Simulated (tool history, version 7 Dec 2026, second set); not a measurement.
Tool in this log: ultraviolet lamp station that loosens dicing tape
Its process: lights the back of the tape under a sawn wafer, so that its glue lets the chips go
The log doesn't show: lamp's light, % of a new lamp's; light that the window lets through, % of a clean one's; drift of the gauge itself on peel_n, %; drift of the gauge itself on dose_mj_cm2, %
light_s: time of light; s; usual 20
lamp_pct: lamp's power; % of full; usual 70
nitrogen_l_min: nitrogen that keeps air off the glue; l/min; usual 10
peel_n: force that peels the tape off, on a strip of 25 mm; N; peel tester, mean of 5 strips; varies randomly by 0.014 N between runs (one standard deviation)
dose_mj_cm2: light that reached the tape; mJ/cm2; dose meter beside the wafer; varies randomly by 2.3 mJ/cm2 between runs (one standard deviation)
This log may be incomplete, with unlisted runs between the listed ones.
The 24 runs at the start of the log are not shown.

| run | hour | light_s | lamp_pct | nitrogen_l_min | hours of work of the lamp | hours of work since the window was cleaned | peel_n | dose_mj_cm2 |
|---|---|---|---|---|---|---|---|---|
| 25 | 180.7 | 40 | 61 | 5 | 249 | 43 | 0.455 | 388 |
| 26 | 187.4 | 23 | 70 | 10 | 253 | 47 | 0.600 | 256 |
| 27 | 196.3 | 23 | 70 | 10 | 258 | 53 | 0.608 | 258 |
| 28 | 204.7 | 23 | 70 | 10 | 264 | 58 | 0.644 | 255 |
| 29 | 209.0 | 23 | 70 | 10 | 266 | 60 | 0.595 | 253 |
| 30 | 217.1 | 11 | 67 | 10 | 271 | 66 | 2.532 | 113 |
| 31 | 221.9 | 31 | 83 | 5 | 274 | 69 | 0.432 | 402 |
| 32 | 231.2 | 31 | 62 | 5 | 280 | 74 | 0.842 | 296 |
| 33 | 241.2 | 39 | 75 | 5 | 287 | 81 | 0.331 | 456 |
| 34 | 248.7 | 10 | 88 | 14 | 291 | 85 | 1.688 | 135 |
| 35 | 255.5 | 10 | 88 | 14 | 296 | 90 | 1.684 | 135 |
| 36 | 259.8 | 14 | 61 | 10 | 298 | 92 | 2.119 | 134 |
| 37 | 269.5 | 11 | 70 | 4 | 304 | 98 | 3.860 | 120 |
| 38 | 275.5 | 27 | 64 | 6 | 308 | 102 | 0.865 | 266 |
| 39 | 283.3 | 32 | 97 | 10 | 313 | 107 | 0.207 | 474 |
| 40 | 293.3 | 10 | 70 | 10 | 319 | 113 | 2.728 | 106 |
| 41 | 301.0 | 21 | 70 | 10 | 324 | 118 | 0.868 | 226 |
| 42 | 308.2 | 12 | 94 | 10 | 329 | 123 | 1.400 | 168 |

What if the next run were any one of these 4? Each begins from the tool's condition after run 42:
| A | 318.3 | 28 | 94 | 10 | 335 | 129 | ? | ? |
| B | 318.3 | 22 | 70 | 10 | 335 | 129 | ? | ? |
| C | 318.3 | 12 | 76 | 11 | 335 | 129 | ? | ? |
| D | 318.3 | 19 | 100 | 5 | 335 | 129 | ? | ? |

| run | peel_n | dose_mj_cm2 |
|---|---|---|
| A | 0.257 | 398 |
| B | 0.771 | 232 |
| C | 1.922 | 137 |
| D | 0.908 | 285 |
Stripped of hidden state, with their random variation kept, the same runs would have yielded:
| run | peel_n | dose_mj_cm2 |
|---|---|---|
| A | 0.215 | 461 |
| B | 0.564 | 269 |
| C | 1.507 | 159 |
| D | 0.663 | 330 |
